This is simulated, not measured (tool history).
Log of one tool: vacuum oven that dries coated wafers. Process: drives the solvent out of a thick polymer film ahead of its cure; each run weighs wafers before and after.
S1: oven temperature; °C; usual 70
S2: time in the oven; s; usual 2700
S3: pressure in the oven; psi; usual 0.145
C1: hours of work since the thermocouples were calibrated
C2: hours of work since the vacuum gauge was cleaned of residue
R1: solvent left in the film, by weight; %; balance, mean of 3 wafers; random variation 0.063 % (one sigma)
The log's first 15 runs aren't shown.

run 16 hour=1063.8 | S1=79 S2=2700 S3=0.145 | C1=61 C2=793 | R1=1.33
run 17 hour=1137.5 | S1=79 S2=2700 S3=0.145 | C1=116 C2=849 | R1=1.36
run 18 hour=1226.1 | S1=80 S2=2700 S3=0.145 | C1=183 C2=916 | R1=1.26
run 19 hour=1299.5 | S1=78 S2=2700 S3=0.145 | C1=239 C2=972 | R1=1.62
run 20 hour=1356.4 | S1=70 S2=1320 S3=0.138 | C1=282 C2=1014 | R1=8.12
run 21 hour=1454.6 | S1=83 S2=4080 S3=0.125 | C1=356 C2=1089 | R1=0.51
run 22 hour=1529.4 | S1=59 S2=2700 S3=0.387 | C1=412 C2=1145 | R1=10.1
run 23 hour=1590.5 | S1=84 S2=2700 S3=0.296 | C1=458 C2=1191 | R1=1.19
run 24 hour=1656.5 | S1=71 S2=3780 S3=0.511 | C1=508 C2=1241 | R1=3.8
run 25 hour=1716.6 | S1=71 S2=3000 S3=0.511 | C1=554 C2=1286 | R1=4.83
run 26 hour=1817.1 | S1=58 S2=3900 S3=0.102 | C1=629 C2=1362 | R1=7.75
run 27 hour=1883.5 | S1=59 S2=3900 S3=0.129 | C1=680 C2=1412 | R1=7.3
run 28 hour=1928.1 | S1=55 S2=2700 S3=0.431 | C1=713 C2=1446 | R1=12.48
run 29 hour=1987.5 | S1=76 S2=2700 S3=0.18 | C1=758 C2=1491 | R1=2.62
run 30 hour=2055.3 | S1=73 S2=2700 S3=0.563 | C1=809 C2=1542 | R1=5.01
run 31 hour=2113.1 | S1=73 S2=2700 S3=0.563 | C1=853 C2=1586 | R1=5
run 32 hour=2162 | S1=70 S2=2700 S3=0.197 | C1=890 C2=1623 | R1=4.93
run 33 hour=2228.5 | S1=70 S2=4140 S3=0.145 | C1=940 C2=1673 | R1=2.9
run 34 hour=2290.7 | S1=80 S2=2580 S3=0.354 | C1=987 C2=1720 | R1=2.38
run 35 hour=2356.8 | S1=71 S2=3120 S3=0.508 | C1=1037 C2=1770 | R1=5.23

Forecast each of these 3 alternatives for the next run:
run A hour=2452.6 | S1=63 S2=3900 S3=0.319 | C1=1109 C2=1842 | R1=?
run B hour=2452.6 | S1=71 S2=2880 S3=0.174 | C1=1109 C2=1842 | R1=?
run C hour=2452.6 | S1=59 S2=3120 S3=0.097 | C1=1109 C2=1842 | R1=?

run=A R1=6.99
run=B R1=4.4
run=C R1=9.05
Without the tool's hidden state the same runs would have given:
run=A R1=5.57
run=B R1=3.26
run=C R1=7.69
